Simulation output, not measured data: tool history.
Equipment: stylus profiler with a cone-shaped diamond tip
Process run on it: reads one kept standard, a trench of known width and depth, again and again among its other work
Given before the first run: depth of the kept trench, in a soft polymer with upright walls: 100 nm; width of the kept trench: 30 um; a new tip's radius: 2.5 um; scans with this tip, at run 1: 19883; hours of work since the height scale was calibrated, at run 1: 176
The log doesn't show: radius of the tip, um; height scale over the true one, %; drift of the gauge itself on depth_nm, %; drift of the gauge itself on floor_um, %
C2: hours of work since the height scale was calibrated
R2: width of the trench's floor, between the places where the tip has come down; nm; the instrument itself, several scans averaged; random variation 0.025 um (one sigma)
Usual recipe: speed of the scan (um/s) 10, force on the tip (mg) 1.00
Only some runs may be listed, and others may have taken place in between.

Run 1, day 0.000: usual settings; scans with this tip 19883; C2 176. Result: depth of the trench (nm) 100.53, R2 28200 nm.
Run 2, day 3.575: usual settings; scans with this tip 20629; C2 240. Result: depth of the trench (nm) 100.54, R2 28170 nm.
Run 3, day 7.912: usual settings; scans with this tip 21535; C2 316. Result: depth of the trench (nm) 100.58, R2 28200 nm.
Run 4, day 12.838: usual settings; scans with this tip 22563; C2 404. Result: depth of the trench (nm) 100.64, R2 28110 nm.
Run 5, day 15.542: usual settings; scans with this tip 23127; C2 452. Result: depth of the trench (nm) 100.66, R2 28100 nm.
Run 6, day 18.417: usual settings; scans with this tip 23727; C2 503. Result: depth of the trench (nm) 100.71, R2 28130 nm.
Run 7, day 22.138: usual settings but force on the tip (mg) 2.56; scans with this tip 24504; C2 568. Result: depth of the trench (nm) 101.11, R2 28220 nm.
Run 8, day 26.604: usual settings but force on the tip (mg) 2.56; scans with this tip 25437; C2 648. Result: depth of the trench (nm) 101.20, R2 28190 nm.
Run 9, day 31.121: usual settings; scans with this tip 26380; C2 728. Result: depth of the trench (nm) 100.76, R2 28070 nm.
Run 10, day 34.358: usual settings; scans with this tip 27056; C2 785. Result: depth of the trench (nm) 100.76, R2 28140 nm.
Run 11, day 37.133: usual settings; scans with this tip 27635; C2 834. Result: depth of the trench (nm) 100.80, R2 28100 nm.
Run 12, day 39.492: usual settings; scans with this tip 28127; C2 876. Result: depth of the trench (nm) 100.84, R2 28030 nm.
Run 13, day 44.529: usual settings; scans with this tip 29180; C2 965. Result: depth of the trench (nm) 100.80, R2 28100 nm.
Run 14, day 47.750: usual settings; scans with this tip 29852; C2 1022. Result: depth of the trench (nm) 100.80, R2 28020 nm.
Run 15, day 51.050: usual settings; scans with this tip 30541; C2 1081. Result: depth of the trench (nm) 100.99, R2 28010 nm.
At day 55.421: new tip fitted, height scale calibrated.
Run 16, day 56.358: usual settings; scans with this tip 196; C2 17. Result: depth of the trench (nm) 100.48, R2 28440 nm.
Run 17, day 60.133: usual settings; scans with this tip 984; C2 83. Result: depth of the trench (nm) 100.53, R2 28440 nm.
Run 18, day 62.792: usual settings; scans with this tip 1539; C2 131. Result: depth of the trench (nm) 100.56, R2 28460 nm.
Run 19, day 66.079: usual settings; scans with this tip 2225; C2 189. Result: depth of the trench (nm) 100.49, R2 28420 nm.
Run 20, day 69.133: usual settings; scans with this tip 2863; C2 243. Result: depth of the trench (nm) 100.52, R2 28460 nm.
Run 21, day 71.908: usual settings but speed of the scan (um/s) 30; scans with this tip 3443; C2 292. Result: depth of the trench (nm) 100.56, R2 28200 nm.
Run 22, day 74.921: usual settings but speed of the scan (um/s) 34; scans with this tip 4072; C2 346. Result: depth of the trench (nm) 100.58, R2 28160 nm.
Run 23, day 77.167: usual settings but speed of the scan (um/s) 34; scans with this tip 4540; C2 385. Result: depth of the trench (nm) 100.67, R2 28190 nm.
Run 24, day 80.517: usual settings but speed of the scan (um/s) 34; scans with this tip 5240; C2 445. Result: depth of the trench (nm) 100.58, R2 28140 nm.
Run 25, day 85.446: usual settings but speed of the scan (um/s) 11, force on the tip (mg) 2.32; scans with this tip 6269; C2 532. Result: depth of the trench (nm) 101.03, R2 28380 nm.
Run 26, day 88.529: usual settings but speed of the scan (um/s) 11, force on the tip (mg) 2.32; scans with this tip 6913; C2 587. Result: depth of the trench (nm) 101.00, R2 28380 nm.
Run 27, day 93.012: usual settings but speed of the scan (um/s) 11, force on the tip (mg) 2.32; scans with this tip 7849; C2 666. Result: depth of the trench (nm) 101.04, R2 28410 nm.
Run 28, day 96.112: usual settings but speed of the scan (um/s) 11, force on the tip (mg) 2.32; scans with this tip 8496; C2 721. Result: depth of the trench (nm) 101.11, R2 28410 nm.
Run 29, day 99.108: usual settings but speed of the scan (um/s) 20, force on the tip (mg) 2.91; scans with this tip 9121; C2 774. Result: depth of the trench (nm) 101.30, R2 28320 nm.
Run 30, day 103.996: usual settings but force on the tip (mg) 2.74; scans with this tip 10142; C2 861. Result: depth of the trench (nm) 101.35, R2 28300 nm.
Run 31, day 107.962: usual settings but speed of the scan (um/s) 11, force on the tip (mg) 1.15; scans with this tip 10970; C2 931. Result: depth of the trench (nm) 100.88, R2 28320 nm.
Run 32, day 111.767: usual settings but speed of the scan (um/s) 17, force on the tip (mg) 2.13; scans with this tip 11764; C2 998. Result: depth of the trench (nm) 101.14, R2 28290 nm.
Run 33, day 116.304: usual settings but speed of the scan (um/s) 5, force on the tip (mg) 0.61; scans with this tip 12712; C2 1079. Result: depth of the trench (nm) 100.82, R2 28340 nm.
Run 34, day 120.875: usual settings but speed of the scan (um/s) 5, force on the tip (mg) 0.61; scans with this tip 13666; C2 1160. Result: depth of the trench (nm) 100.83, R2 28290 nm.
Run 35, day 123.208: usual settings but speed of the scan (um/s) 5, force on the tip (mg) 0.61; scans with this tip 14153; C2 1201. Result: depth of the trench (nm) 100.85, R2 28340 nm.

What does the tool deliver on the next run?
Run 36, day 127.788: usual settings but force on the tip (mg) 1.60; scans with this tip 15110; C2 1282. Result: depth of the trench (nm) ?, R2 ?.

{"run 36": {"depth of the trench (nm)": 101.13, "R2": 28260}}
Had the tool carried no hidden state, the very same run would have given depth of the trench (nm) 100.58, R2 28510 nm.
